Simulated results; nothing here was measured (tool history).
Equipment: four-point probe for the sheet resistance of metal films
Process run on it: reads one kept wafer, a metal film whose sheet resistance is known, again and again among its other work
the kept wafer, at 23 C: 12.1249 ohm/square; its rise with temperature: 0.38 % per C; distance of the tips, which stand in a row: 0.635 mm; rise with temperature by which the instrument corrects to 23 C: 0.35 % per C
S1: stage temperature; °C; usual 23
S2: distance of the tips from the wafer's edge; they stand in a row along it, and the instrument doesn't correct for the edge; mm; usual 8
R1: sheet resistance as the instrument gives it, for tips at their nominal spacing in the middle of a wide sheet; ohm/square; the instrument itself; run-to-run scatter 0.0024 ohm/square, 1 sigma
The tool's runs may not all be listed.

| run | day | S1 | S2 | R1 |
|---|---|---|---|---|
| 1 | 0 | 23 | 8 | 12.178346 |
| 2 | 1.812 | 23 | 44 | 12.136792 |
| 3 | 5.446 | 23 | 7 | 12.194137 |
| 4 | 7.292 | 23 | 7 | 12.193981 |
| 5 | 10.35 | 23 | 7 | 12.198262 |
| 6 | 12.496 | 23 | 7 | 12.202612 |
| 7 | 15.371 | 23 | 7 | 12.206409 |
| 8 | 18.758 | 24 | 41 | 12.156533 |

Expected results for the next run?
| 9 | 21.688 | 24 | 41 | ? |

R1: 12.155034 ohm/square
If the tool had no hidden condition, the same run with the same run-to-run variation would have returned R1 12.127025 ohm/square.
